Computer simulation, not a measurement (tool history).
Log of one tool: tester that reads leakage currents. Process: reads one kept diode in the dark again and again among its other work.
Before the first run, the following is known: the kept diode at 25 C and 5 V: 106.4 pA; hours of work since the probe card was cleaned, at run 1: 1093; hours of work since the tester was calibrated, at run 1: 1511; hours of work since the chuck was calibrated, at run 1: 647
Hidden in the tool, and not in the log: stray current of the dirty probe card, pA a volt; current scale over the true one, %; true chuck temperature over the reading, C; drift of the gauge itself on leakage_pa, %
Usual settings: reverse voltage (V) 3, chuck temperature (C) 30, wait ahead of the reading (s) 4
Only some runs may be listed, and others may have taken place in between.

run    hour  reverse voltage (V)  chuck temperature (C)  wait ahead of the reading (s)  hours of work since the probe card was cleaned  hours of work since the tester was calibrated  hours of work since the chuck was calibrated  current that the tester gives (pA)
  1       0                    3                     30                              4                                            1093                                           1511                                           647                              137.37
  2   271.7                    3                     30                              4                                            1304                                           1723                                           859                              135.35
      316.4  -- chuck's temperature calibrated
  3   524.5                 1.23                     30                              4                                            1499                                           1918                                           162                               103.2
  4     680                 1.23                     30                              4                                            1620                                           2039                                           283                              103.02
  5   926.6                 1.23                     30                              4                                            1812                                           2231                                           475                              102.19
  6  1159.3                 1.23                     30                              4                                            1993                                           2412                                           656                              100.78
  7  1374.8                 1.23                     30                              4                                            2161                                           2580                                           824                              100.52
     1475.4  -- chuck's temperature calibrated
  8  1645.3                    3                     45                              4                                            2370                                           2789                                           132                              507.13
  9  1865.6                    3                     30                           0.67                                            2541                                           2960                                           304                               143.1
       1965  -- probe card cleaned and baked
 10  2044.2                 1.48                     30                              4                                              62                                           3097                                           440                              106.77
 11  2249.4                 1.48                     30                              4                                             221                                           3256                                           600                              106.07
 12  2432.5                 1.48                     30                              4                                             364                                           3399                                           742                              105.37
 13  2556.6                 1.48                     30                              4                                             460                                           3495                                           839                              104.16
       2631  -- chuck's temperature calibrated
 14  2706.8                 1.48                     30                              4                                             576                                           3611                                            59                              108.49
 15  2934.9                 1.48                     30                              4                                             753                                           3788                                           237                              107.91
 16  3061.4                 1.48                     39                              4                                             852                                           3887                                           335                              234.68
 17  3219.3                 7.17                     37                              4                                             975                                           4010                                           458                              344.39
 18  3395.2                 7.17                     37                              4                                            1111                                           4146                                           595                              343.08
 19  3545.7                 7.17                     37                              4                                            1228                                           4264                                           712                              342.14

For run 20, what comes out?
 20  3692.4                 5.96                     32                              4                                            1343                                           4378                                           826                                   ?

Run 20 gave current that the tester gives (pA) 207.52.
Were there no unlogged condition in the tool, this run, its random variation unchanged, would have produced current that the tester gives (pA) 216.17.
